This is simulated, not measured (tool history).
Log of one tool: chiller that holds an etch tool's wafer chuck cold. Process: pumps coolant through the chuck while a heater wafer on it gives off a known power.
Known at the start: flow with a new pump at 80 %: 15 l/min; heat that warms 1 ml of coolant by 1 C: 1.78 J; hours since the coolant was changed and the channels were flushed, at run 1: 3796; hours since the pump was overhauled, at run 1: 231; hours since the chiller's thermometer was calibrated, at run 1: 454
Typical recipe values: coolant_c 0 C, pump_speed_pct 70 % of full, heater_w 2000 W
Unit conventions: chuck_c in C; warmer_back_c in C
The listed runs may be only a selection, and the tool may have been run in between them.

run	hour	coolant_c	pump_speed_pct	heater_w	hours since the coolant was changed and the channels were flushed	hours since the pump was overhauled	hours since the chiller's thermometer was calibrated	chuck_c	warmer_back_c
1	0.0	0	70	2000	3796	231	454	16.8	5.17
2	155.9	0	70	1704	3952	387	610	14.4	4.41
3	320.9	0	70	1704	4117	552	775	14.5	4.38
4	454.4	0	70	1704	4250	686	908	14.6	4.43
5	573.9	0	70	1760	4370	805	1028	15.1	4.54
6	689.0	0	70	1760	4485	920	1143	15.0	4.53
7	821.2	0	68	2000	4617	1052	1275	17.5	5.31
8	959.1	0	68	2000	4755	1190	1413	17.6	5.36
9	1066.6	0	68	2000	4862	1298	1520	17.6	5.33
10	1205.1	-6	70	2000	5001	1436	1659	11.5	5.27
11	1316.3	-6	70	2000	5112	1547	1770	11.5	5.22
12	1439.0	-6	70	2000	5235	1670	1893	11.6	5.24
13	1604.3	0	70	2000	5400	1835	2058	17.7	5.25
14	1694.2	0	70	2000	5490	1925	2148	17.8	5.20
15	1774.6	-2	70	2000	5570	2006	2228	15.5	5.26
16	1934.8	0	70	2000	5731	2166	2389	17.9	5.28
# hour 2049.1: chiller's thermometer calibrated
17	2086.4	-2	95	2000	5881	2317	37	13.3	3.79
18	2177.8	-2	95	2000	5973	2408	129	13.2	3.85
19	2244.8	-2	95	2000	6040	2475	196	13.2	3.82
20	2343.9	-9	87	2000	6139	2574	295	7.0	4.19
21	2433.9	-2	74	2000	6229	2664	385	15.5	4.96
22	2512.9	0	88	2370	6308	2743	464	19.0	4.87
23	2623.2	0	63	2000	6418	2853	574	19.2	5.94
24	2700.6	-10	70	1204	6495	2931	651	0.9	3.15
25	2848.9	-4	70	2000	6644	3079	800	14.4	5.38
26	2965.1	-4	89	2988	6760	3195	916	20.2	6.21
27	3043.8	0	70	2262	6839	3274	995	21.0	6.07

What does the tool deliver on the next run?
28	3161.2	0	70	2262	6956	3391	1112	?	?

chuck_c: 20.9 C
warmer_back_c: 6.01 C
Were there no unlogged condition in the tool, this run, its random variation unchanged, would have produced chuck_c 17.4 C, warmer_back_c 5.82 C.

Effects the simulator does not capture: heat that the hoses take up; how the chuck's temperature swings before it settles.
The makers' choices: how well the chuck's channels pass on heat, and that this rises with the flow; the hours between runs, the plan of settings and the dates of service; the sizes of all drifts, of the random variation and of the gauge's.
